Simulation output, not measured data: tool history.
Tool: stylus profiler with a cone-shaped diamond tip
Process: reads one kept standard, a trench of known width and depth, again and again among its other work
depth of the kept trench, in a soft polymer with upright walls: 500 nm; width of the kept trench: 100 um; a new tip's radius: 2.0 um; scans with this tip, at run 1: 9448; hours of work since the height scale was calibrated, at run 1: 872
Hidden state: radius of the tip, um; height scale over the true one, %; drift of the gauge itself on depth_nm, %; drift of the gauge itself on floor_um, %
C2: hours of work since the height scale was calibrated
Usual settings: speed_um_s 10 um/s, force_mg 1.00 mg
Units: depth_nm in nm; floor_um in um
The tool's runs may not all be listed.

Run 1, day 0.000: usual settings; scans with this tip 9448; C2 872. Result: depth_nm 502.16 nm, floor_um 96.42 um.
Run 2, day 1.088: usual settings; scans with this tip 9645; C2 890. Result: depth_nm 502.22 nm, floor_um 96.41 um.
Run 3, day 3.362: usual settings; scans with this tip 10057; C2 928. Result: depth_nm 502.21 nm, floor_um 96.35 um.
Run 4, day 4.921: usual settings but force_mg 1.95 mg; scans with this tip 10339; C2 955. Result: depth_nm 503.50 nm, floor_um 96.39 um.
Run 5, day 6.592: usual settings but speed_um_s 14 um/s; scans with this tip 10641; C2 982. Result: depth_nm 502.19 nm, floor_um 96.31 um.
Run 6, day 8.592: usual settings but speed_um_s 14 um/s; scans with this tip 11003; C2 1016. Result: depth_nm 502.01 nm, floor_um 96.27 um.
Run 7, day 10.625: usual settings but speed_um_s 14 um/s; scans with this tip 11371; C2 1050. Result: depth_nm 502.16 nm, floor_um 96.20 um.
Run 8, day 12.538: usual settings but speed_um_s 14 um/s; scans with this tip 11717; C2 1082. Result: depth_nm 502.04 nm, floor_um 96.21 um.
Run 9, day 14.962: usual settings but speed_um_s 14 um/s, force_mg 0.59 mg; scans with this tip 12156; C2 1122. Result: depth_nm 501.16 nm, floor_um 96.20 um.
Run 10, day 17.150: usual settings but speed_um_s 14 um/s, force_mg 0.59 mg; scans with this tip 12551; C2 1159. Result: depth_nm 501.33 nm, floor_um 96.11 um.
Run 11, day 18.521: usual settings but speed_um_s 14 um/s, force_mg 0.59 mg; scans with this tip 12799; C2 1182. Result: depth_nm 501.27 nm, floor_um 96.18 um.
Run 12, day 21.042: usual settings; scans with this tip 13255; C2 1224. Result: depth_nm 502.03 nm, floor_um 96.18 um.
Run 13, day 22.671: usual settings; scans with this tip 13550; C2 1251. Result: depth_nm 501.96 nm, floor_um 96.12 um.
Run 14, day 24.517: usual settings but force_mg 0.39 mg; scans with this tip 13884; C2 1282. Result: depth_nm 500.73 nm, floor_um 96.06 um.
Run 15, day 26.142: usual settings but force_mg 0.39 mg; scans with this tip 14178; C2 1309. Result: depth_nm 500.74 nm, floor_um 96.00 um.
Run 16, day 28.633: usual settings but force_mg 0.39 mg; scans with this tip 14629; C2 1351. Result: depth_nm 500.66 nm, floor_um 95.93 um.
Run 17, day 30.050: usual settings but force_mg 0.69 mg; scans with this tip 14885; C2 1374. Result: depth_nm 501.31 nm, floor_um 96.05 um.
Run 18, day 32.158: usual settings but force_mg 2.52 mg; scans with this tip 15267; C2 1410. Result: depth_nm 504.09 nm, floor_um 96.03 um.
Run 19, day 34.658: usual settings but speed_um_s 15 um/s; scans with this tip 15719; C2 1451. Result: depth_nm 501.89 nm, floor_um 95.97 um.
Run 20, day 36.008: usual settings but speed_um_s 15 um/s; scans with this tip 15963; C2 1474. Result: depth_nm 501.75 nm, floor_um 95.87 um.
At day 37.733: height scale calibrated on a step standard.
Run 21, day 38.404: usual settings but speed_um_s 8 um/s, force_mg 2.78 mg; scans with this tip 16393; C2 11. Result: depth_nm 505.13 nm, floor_um 95.98 um.
Run 22, day 40.171: usual settings but speed_um_s 8 um/s, force_mg 2.78 mg; scans with this tip 16713; C2 41. Result: depth_nm 505.17 nm, floor_um 95.89 um.
Run 23, day 41.771: usual settings but speed_um_s 2 um/s, force_mg 0.81 mg; scans with this tip 17002; C2 67. Result: depth_nm 502.41 nm, floor_um 96.01 um.
Run 24, day 44.408: usual settings but force_mg 1.35 mg; scans with this tip 17479; C2 111. Result: depth_nm 503.10 nm, floor_um 95.92 um.
Run 25, day 46.779: usual settings but force_mg 1.18 mg; scans with this tip 17908; C2 151. Result: depth_nm 502.82 nm, floor_um 95.84 um.
Run 26, day 47.921: usual settings but speed_um_s 24 um/s, force_mg 0.95 mg; scans with this tip 18115; C2 170. Result: depth_nm 502.55 nm, floor_um 95.70 um.
Run 27, day 50.254: usual settings but speed_um_s 24 um/s, force_mg 0.95 mg; scans with this tip 18538; C2 209. Result: depth_nm 502.29 nm, floor_um 95.68 um.
Run 28, day 51.892: usual settings but speed_um_s 7 um/s, force_mg 0.55 mg; scans with this tip 18834; C2 237. Result: depth_nm 501.58 nm, floor_um 95.82 um.
Run 29, day 53.475: usual settings but speed_um_s 7 um/s, force_mg 0.55 mg; scans with this tip 19120; C2 263. Result: depth_nm 501.62 nm, floor_um 95.79 um.

Forecast each of these 5 alternatives for the next run:
Run A, day 56.100: usual settings but speed_um_s 5 um/s, force_mg 0.34 mg; scans with this tip 19595; C2 307. Result: depth_nm ?, floor_um ?.
Run B, day 56.100: usual settings but speed_um_s 26 um/s, force_mg 0.84 mg; scans with this tip 19595; C2 307. Result: depth_nm ?, floor_um ?.
Run C, day 56.100: usual settings but speed_um_s 35 um/s, force_mg 1.50 mg; scans with this tip 19595; C2 307. Result: depth_nm ?, floor_um ?.
Run D, day 56.100: usual settings but force_mg 0.96 mg; scans with this tip 19595; C2 307. Result: depth_nm ?, floor_um ?.
Run E, day 56.100: usual settings but speed_um_s 5 um/s, force_mg 2.33 mg; scans with this tip 19595; C2 307. Result: depth_nm ?, floor_um ?.

run  depth_nm  floor_um
  A    501.01     95.74
  B    502.19     95.56
  C    503.36     95.61
  D    502.46     95.68
  E    504.62     95.76
Without the tool's hidden state the same runs would have given:
run  depth_nm  floor_um
  A    501.20     97.29
  B    502.38     97.12
  C    503.55     97.17
  D    502.65     97.23
  E    504.81     97.32
